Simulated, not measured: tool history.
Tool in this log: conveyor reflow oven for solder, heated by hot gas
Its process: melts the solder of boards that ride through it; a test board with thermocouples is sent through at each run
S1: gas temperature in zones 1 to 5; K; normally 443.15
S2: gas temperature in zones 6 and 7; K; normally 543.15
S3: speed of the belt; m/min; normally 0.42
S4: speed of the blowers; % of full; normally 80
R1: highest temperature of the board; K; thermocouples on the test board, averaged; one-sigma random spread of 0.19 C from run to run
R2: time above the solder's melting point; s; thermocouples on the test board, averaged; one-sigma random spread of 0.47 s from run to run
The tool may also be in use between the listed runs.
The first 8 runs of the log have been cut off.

run     day      S1      S2     S3  S4      R1     R2
  9   9.621  446.15  543.15   0.42  80  533.25   94.1
 10    10.6  446.15  543.15   0.42  80  533.05   93.7
 11  11.379  443.15  543.15   0.42  80  533.05   92.7
 12   12.85  443.15  543.15   0.42  80  532.55   92.5
 13  14.204  443.15  543.15   0.42  55  524.45   81.6
 14  15.625  443.15  543.15   0.42  55  524.95   81.5
 15    16.9  443.15  543.15   0.42  55  524.65   82.2
 16   18.45  443.15  543.15   0.42  55  524.55   82.4
 17  20.104  443.15  543.15   0.42  55  524.65   81.9
 18  21.708  443.15  543.15  0.374  80  534.95  107.4
 19  23.154  443.15  550.15  0.418  80  538.95   97.5
 20  23.967  443.15  550.15  0.418  80  539.25   97.9
 21  25.617  443.15  544.15  0.412  88  535.55   97.5
 22  26.817  443.15  544.15  0.412  88  535.25   97.2
 23  27.758  443.15  542.15  0.459  88  530.85   83.7
 24  29.046  443.15  531.15  0.419  75  520.05   80.2
 25  29.871  432.15  531.15  0.419  75  519.05   73.6
 26  30.675  432.15  531.15  0.419  75  518.95   72.5
 27  32.475  440.15  543.15  0.408  80  532.45   93.8
 28  34.038  443.15  552.15  0.481  80  535.75   82.7
 29  34.854  436.15  538.15  0.439  56  517.35   65.7
 30  36.071  430.15  543.15   0.42  80  530.65   85.1
     36.967  -- flux residue cleaned out of gas plates and filters
 31  37.529  446.15  545.15  0.449  62  528.35   83.3
 32  38.912  439.15  543.15  0.476  80  529.65   76.8

Alternative continuations, all from the tool just after run 32; predict every row:
  A  40.412  443.15  551.15  0.488  80   ?   ?
  B  40.412  442.15  543.15  0.419  80   ?   ?
  C  40.412  439.15  545.15  0.476  80   ?   ?

run      R1    R2
  A  536.15  81.2
  B  533.65  93.8
  C  531.75  78.4
Stripped of hidden state, with their random variation kept, the same runs would have yielded:
run      R1    R2
  A  534.95  79.5
  B  532.35  91.8
  C  530.55  76.6
